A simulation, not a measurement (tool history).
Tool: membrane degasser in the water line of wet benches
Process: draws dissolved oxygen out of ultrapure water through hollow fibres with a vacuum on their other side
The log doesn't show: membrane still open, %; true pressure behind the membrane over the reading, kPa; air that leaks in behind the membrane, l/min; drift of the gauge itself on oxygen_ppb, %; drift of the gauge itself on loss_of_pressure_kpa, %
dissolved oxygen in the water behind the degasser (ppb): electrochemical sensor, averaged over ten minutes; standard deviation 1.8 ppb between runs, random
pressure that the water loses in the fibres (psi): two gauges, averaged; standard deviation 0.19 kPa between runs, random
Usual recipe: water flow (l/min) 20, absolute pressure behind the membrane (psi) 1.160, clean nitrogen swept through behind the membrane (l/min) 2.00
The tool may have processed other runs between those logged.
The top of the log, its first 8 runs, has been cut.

run    hour  water flow (l/min)  absolute pressure behind the membrane (psi)  clean nitrogen swept through behind the membrane (l/min)  hours since the membrane was changed  hours since the vacuum gauge was calibrated  hours since the vacuum lines were made tight  dissolved oxygen in the water behind the degasser (ppb)  pressure that the water loses in the fibres (psi)
  9   550.1                  17                                        1.160                                                      2.00                                  3663                                         2227                                          3178                                                    133.9                                              4.957
 10   635.0                  20                                        1.160                                                      2.00                                  3748                                         2312                                          3263                                                    178.8                                              5.770
      669.3  -- seals of the vacuum lines changed
 11   715.5                  20                                        1.160                                                      2.00                                  3826                                         2390                                            46                                                    181.5                                              5.838
 12   761.8                  20                                        1.160                                                      2.00                                  3873                                         2437                                            92                                                    179.3                                              5.835
 13   848.5                  20                                        1.160                                                      2.00                                  3959                                         2523                                           179                                                    177.7                                              5.806
 14   918.7                  20                                        1.160                                                      2.00                                  4029                                         2594                                           249                                                    179.8                                              5.852
 15  1005.4                  20                                        1.323                                                      2.00                                  4116                                         2680                                           336                                                    206.2                                              5.799
 16  1091.5                  20                                        1.323                                                      2.00                                  4202                                         2766                                           422                                                    203.7                                              5.775
 17  1181.5                  20                                        1.323                                                      2.00                                  4292                                         2856                                           512                                                    206.5                                              5.826
 18  1252.4                  23                                        1.323                                                      2.91                                  4363                                         2927                                           583                                                    217.7                                              6.705
 19  1295.5                  23                                        0.951                                                      0.87                                  4406                                         2970                                           626                                                    293.3                                              6.746
 20  1377.3                  20                                        2.544                                                      0.89                                  4488                                         3052                                           708                                                    724.6                                              5.775
 21  1421.0                  14                                        2.247                                                      2.00                                  4532                                         3096                                           752                                                    221.0                                              4.077
 22  1497.6                  14                                        2.247                                                      2.00                                  4608                                         3172                                           828                                                    217.7                                              4.044
 23  1556.8                  14                                        2.247                                                      2.00                                  4667                                         3232                                           887                                                    219.6                                              4.118
 24  1622.7                  27                                        1.872                                                      2.00                                  4733                                         3298                                           953                                                    457.4                                              7.890
 25  1701.1                  27                                        1.872                                                      2.00                                  4812                                         3376                                          1032                                                    455.7                                              7.864
 26  1749.3                  27                                        1.872                                                      2.00                                  4860                                         3424                                          1080                                                    462.6                                              7.857
 27  1821.5                  30                                        1.160                                                      2.00                                  4932                                         3496                                          1152                                                    387.6                                              8.702
 28  1910.6                  20                                        1.054                                                      1.08                                  5021                                         3586                                          1241                                                    232.5                                              5.809
     1964.2  -- vacuum gauge calibrated
 29  1973.4                  17                                        1.585                                                      2.76                                  5084                                            9                                          1304                                                    151.2                                              4.966
 30  2022.6                  13                                        2.793                                                      2.76                                  5133                                           58                                          1353                                                    193.2                                              3.770
 31  2089.1                  13                                        2.793                                                      2.76                                  5199                                          125                                          1419                                                    191.4                                              3.794

Forecast each of these 4 alternatives for the next run:
  A  2171.5                  28                                        1.098                                                      2.76                                  5282                                          207                                          1502                                                        ?                                                  ?
  B  2171.5                  22                                        0.799                                                      2.00                                  5282                                          207                                          1502                                                        ?                                                  ?
  C  2171.5                  13                                        2.793                                                      4.55                                  5282                                          207                                          1502                                                        ?                                                  ?
  D  2171.5                  16                                        2.171                                                      2.70                                  5282                                          207                                          1502                                                        ?                                                  ?

run  dissolved oxygen in the water behind the degasser (ppb)  pressure that the water loses in the fibres (psi)
  A                                                    289.4                                              8.124
  B                                                    152.2                                              6.370
  C                                                    123.5                                              3.797
  D                                                    195.4                                              4.641
Had the tool no hidden state, the same runs would have come out as:
run  dissolved oxygen in the water behind the degasser (ppb)  pressure that the water loses in the fibres (psi)
  A                                                    288.9                                              8.118
  B                                                    151.9                                              6.366
  C                                                    123.5                                              3.796
  D                                                    195.3                                              4.638
